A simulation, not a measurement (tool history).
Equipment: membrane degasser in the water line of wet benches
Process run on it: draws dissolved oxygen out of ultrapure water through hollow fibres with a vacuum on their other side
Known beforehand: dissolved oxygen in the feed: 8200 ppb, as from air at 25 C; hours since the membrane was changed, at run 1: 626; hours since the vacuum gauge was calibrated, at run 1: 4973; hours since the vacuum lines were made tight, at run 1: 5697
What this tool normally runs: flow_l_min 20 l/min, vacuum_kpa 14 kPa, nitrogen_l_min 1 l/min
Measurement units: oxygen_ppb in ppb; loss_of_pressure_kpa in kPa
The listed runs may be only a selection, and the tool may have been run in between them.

run,day,flow_l_min,vacuum_kpa,nitrogen_l_min,hours since the membrane was changed,hours since the vacuum gauge was calibrated,hours since the vacuum lines were made tight,oxygen_ppb,loss_of_pressure_kpa
1,0,20,14,1,626,4973,5697,482,53.91
2,1.9,20,14,1.03,672,5018,5743,466.3,54
3,5.108,20,14,1,748,5095,5820,478.9,53.87
4,6.717,20,14,1,787,5134,5858,479.3,53.99
5,9.617,18,14,1,857,5203,5928,438.7,48.47
6,11.4,18,14,1,899,5246,5971,439.8,48.5
7,13.75,20,24.4,1,956,5303,6027,889.1,53.79
8,16.508,20,24.4,1,1022,5369,6093,892.3,54.14
9,19.229,20,14,1,1087,5434,6159,482.2,54.02
10,22.275,22,14,1,1160,5507,6232,519.3,58.87
11,24.267,22,14,1,1208,5555,6279,517.1,59.81
12,26.033,22,14,1,1251,5597,6322,520.6,59.59
13,27.358,22,14,1,1282,5629,6354,517.9,59.22
14,30.267,20,14,0.49,1352,5699,6423,827.5,54.14
# day 32.25: seals of the vacuum lines changed
15,32.354,20,14,0.49,1400,5747,2,835,54.11
16,33.671,23,14,1,1432,5779,34,532.9,61.89
17,35.821,23,14,1,1484,5830,86,532,62.18
18,38.112,23,14,1,1539,5885,141,532.2,62.12
19,40.55,23,14,1,1597,5944,199,531.2,62.4
20,43.071,23,14,1,1658,6004,260,534.1,61.89
21,45.554,16,14,1,1717,6064,319,388.2,42.99
22,48.367,19,18.7,2.97,1785,6131,387,240.4,51.15
23,49.917,19,9.2,1.77,1822,6169,424,157.2,51.75
24,51.438,19,9.2,1.77,1858,6205,460,158.8,51.32
25,52.892,26,30.7,1.77,1893,6240,495,854,70.22
26,56.1,26,30.7,1.13,1970,6317,572,1221.8,70.6
27,57.9,27,28.7,2.59,2013,6360,616,600.9,73.01
28,60.154,14,8.6,1,2068,6414,670,180.1,38.13
29,62.971,32,12,1,2135,6482,737,591.5,86.09
30,64.508,19,14,0.46,2172,6519,774,850.8,51.73
31,66.571,29,14,1,2222,6568,824,649.7,78.82
32,68.254,29,14,1,2262,6609,864,649.2,78.61

How the hidden state differs across the entries between the runs, from the last listed run before each to the first after it:
In the gap between runs 14 and 15: seals of the vacuum lines changed (day 32.25)
  membrane still open, %: 99.3 -> 99.2; air that leaks in behind the membrane, l/min: 0.0273 -> 0.0018
  measured less the result without the state, oxygen_ppb: +21.5 -> +18.3 ppb; loss_of_pressure_kpa: +0.39 -> +0.41 kPa
